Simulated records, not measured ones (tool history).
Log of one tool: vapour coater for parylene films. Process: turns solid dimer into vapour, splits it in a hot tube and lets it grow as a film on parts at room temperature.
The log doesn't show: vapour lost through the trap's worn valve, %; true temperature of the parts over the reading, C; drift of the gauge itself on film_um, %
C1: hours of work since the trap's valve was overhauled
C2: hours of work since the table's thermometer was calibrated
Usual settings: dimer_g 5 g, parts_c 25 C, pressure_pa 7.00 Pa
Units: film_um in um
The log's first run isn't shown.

Run 2, hour 22.2: usual settings but pressure_pa 11.37 Pa; C1 139; C2 904. Result: film_um 3.31 um.
Run 3, hour 44.0: usual settings but pressure_pa 11.37 Pa; C1 158; C2 923. Result: film_um 3.18 um.
Run 4, hour 75.3: usual settings but dimer_g 2 g; C1 186; C2 951. Result: film_um 1.40 um.
Run 5, hour 104.4: usual settings but dimer_g 2 g; C1 212; C2 977. Result: film_um 1.35 um.
Run 6, hour 133.1: usual settings but dimer_g 2 g; C1 238; C2 1002. Result: film_um 1.30 um.
Run 7, hour 158.8: usual settings but dimer_g 2 g; C1 260; C2 1025. Result: film_um 1.33 um.
Run 8, hour 184.6: usual settings but parts_c 20 C; C1 283; C2 1048. Result: film_um 3.93 um.
Run 9, hour 206.1: usual settings; C1 302; C2 1067. Result: film_um 3.30 um.
Run 10, hour 236.7: usual settings but pressure_pa 2.41 Pa; C1 329; C2 1094. Result: film_um 3.68 um.
At hour 257.8: trap's valve overhauled.
Run 11, hour 272.2: usual settings but dimer_g 8 g; C1 13; C2 1122. Result: film_um 5.78 um.
Run 12, hour 297.9: usual settings but dimer_g 8 g; C1 36; C2 1145. Result: film_um 5.74 um.
Run 13, hour 327.2: usual settings but dimer_g 7 g; C1 62; C2 1171. Result: film_um 5.02 um.
Run 14, hour 340.1: usual settings; C1 73; C2 1182. Result: film_um 3.45 um.
Run 15, hour 362.3: usual settings; C1 93; C2 1202. Result: film_um 3.46 um.
Run 16, hour 388.4: usual settings but pressure_pa 4.64 Pa; C1 116; C2 1225. Result: film_um 3.66 um.
Run 17, hour 411.8: usual settings; C1 137; C2 1246. Result: film_um 3.47 um.
Run 18, hour 434.1: usual settings but parts_c 30 C, pressure_pa 2.29 Pa; C1 156; C2 1266. Result: film_um 3.29 um.
Run 19, hour 460.8: usual settings but dimer_g 3 g, parts_c 30 C, pressure_pa 9.32 Pa; C1 180; C2 1290. Result: film_um 1.58 um.
Run 20, hour 475.0: usual settings but dimer_g 3 g, parts_c 30 C, pressure_pa 9.32 Pa; C1 193; C2 1302. Result: film_um 1.65 um.
Run 21, hour 506.0: usual settings but dimer_g 3 g, parts_c 30 C, pressure_pa 9.32 Pa; C1 220; C2 1330. Result: film_um 1.58 um.

Run 22 comes next. What will it give?
Run 22, hour 530.8: usual settings but parts_c 30 C, pressure_pa 9.32 Pa; C1 242; C2 1352. Result: film_um ?.

{"run 22": {"film_um": 2.63}}
Without the tool's hidden state the same run would have given film_um 2.95 um.

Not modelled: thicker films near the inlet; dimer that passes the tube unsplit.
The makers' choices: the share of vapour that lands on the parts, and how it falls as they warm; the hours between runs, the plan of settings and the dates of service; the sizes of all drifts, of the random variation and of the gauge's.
